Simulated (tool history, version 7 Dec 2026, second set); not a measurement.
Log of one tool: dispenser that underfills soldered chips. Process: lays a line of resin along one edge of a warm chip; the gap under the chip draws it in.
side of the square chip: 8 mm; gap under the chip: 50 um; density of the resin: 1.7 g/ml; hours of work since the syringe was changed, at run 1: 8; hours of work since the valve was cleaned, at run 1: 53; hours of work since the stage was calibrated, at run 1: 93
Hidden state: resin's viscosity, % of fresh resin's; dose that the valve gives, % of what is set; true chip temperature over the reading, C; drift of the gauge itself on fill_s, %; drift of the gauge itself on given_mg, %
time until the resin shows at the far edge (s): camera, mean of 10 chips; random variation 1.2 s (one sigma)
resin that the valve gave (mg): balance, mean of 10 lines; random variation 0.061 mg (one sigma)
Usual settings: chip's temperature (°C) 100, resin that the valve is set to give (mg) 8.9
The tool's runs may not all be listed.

| run | hour | chip's temperature (°C) | resin that the valve is set to give (mg) | hours of work since the syringe was changed | hours of work since the valve was cleaned | hours of work since the stage was calibrated | time until the resin shows at the far edge (s) | resin that the valve gave (mg) |
|---|---|---|---|---|---|---|---|---|
| 1 | 0 | 100 | 8.9 | 8 | 53 | 93 | 195.6 | 8.33 |
|  | 4.5 | new syringe of resin |
| 2 | 12.7 | 100 | 10.35 | 6 | 62 | 102 | 168.6 | 9.83 |
|  | 20.9 | new syringe of resin |
| 3 | 21.8 | 100 | 10.35 | 1 | 68 | 109 | 124.6 | 9.8 |
| 4 | 32.6 | 100 | 10.35 | 9 | 76 | 116 | 200.5 | 9.58 |
|  | 36.8 | new syringe of resin |
| 5 | 45 | 100 | 10.35 | 6 | 85 | 125 | 174.3 | 9.44 |
|  | 52.9 | new syringe of resin |
| 6 | 53.4 | 100 | 10.35 | 0 | 91 | 131 | 125.4 | 9.4 |
| 7 | 60.2 | 100 | 10.7 | 5 | 96 | 136 | 164.5 | 9.66 |
|  | 69 | new syringe of resin |
| 8 | 69.5 | 100 | 10.7 | 0 | 102 | 142 | 122.9 | 9.63 |
| 9 | 83.3 | 113 | 10.26 | 10 | 112 | 152 | 144.7 | 9.14 |
|  | 85.6 | new syringe of resin |
| 10 | 93 | 112 | 10.07 | 5 | 119 | 159 | 113.2 | 8.77 |
|  | 101.3 | new syringe of resin |
| 11 | 105.6 | 112 | 10.07 | 3 | 128 | 168 | 100.7 | 8.82 |
| 12 | 115.2 | 112 | 10.07 | 10 | 135 | 175 | 148.9 | 8.68 |
|  | 117.6 | dispensing valve cleaned and set on the balance |
|  | 118.6 | new syringe of resin |
| 13 | 126 | 100 | 10.68 | 5 | 6 | 182 | 165.8 | 10.7 |
|  | 135.1 | new syringe of resin |
| 14 | 135.1 | 88 | 8.98 | 0 | 12 | 189 | 185.3 | 8.94 |
| 15 | 142 | 90 | 9.34 | 5 | 17 | 194 | 230.8 | 9.27 |
|  | 151.6 | new syringe of resin |
| 16 | 157.4 | 90 | 9.34 | 4 | 28 | 204 | 229.3 | 9.06 |

Forecast each of these 5 alternatives for the next run:
| A | 165.4 | 100 | 10.51 | 10 | 34 | 210 | ? | ? |
| B | 165.4 | 104 | 8.74 | 10 | 34 | 210 | ? | ? |
| C | 165.4 | 90 | 9.27 | 10 | 34 | 210 | ? | ? |
| D | 165.4 | 114 | 7.9 | 10 | 34 | 210 | ? | ? |
| E | 165.4 | 99 | 9.85 | 10 | 34 | 210 | ? | ? |

| run | time until the resin shows at the far edge (s) | resin that the valve gave (mg) |
|---|---|---|
| A | 220 | 10.28 |
| B | 197.9 | 8.42 |
| C | 322.2 | 9.06 |
| D | 145.1 | 7.67 |
| E | 232.1 | 9.52 |
Without the tool's hidden state the same runs would have given:
| run | time until the resin shows at the far edge (s) | resin that the valve gave (mg) |
|---|---|---|
| A | 117.5 | 10.6 |
| B | 105.6 | 8.68 |
| C | 171.5 | 9.34 |
| D | 77.3 | 7.91 |
| E | 123.8 | 9.81 |

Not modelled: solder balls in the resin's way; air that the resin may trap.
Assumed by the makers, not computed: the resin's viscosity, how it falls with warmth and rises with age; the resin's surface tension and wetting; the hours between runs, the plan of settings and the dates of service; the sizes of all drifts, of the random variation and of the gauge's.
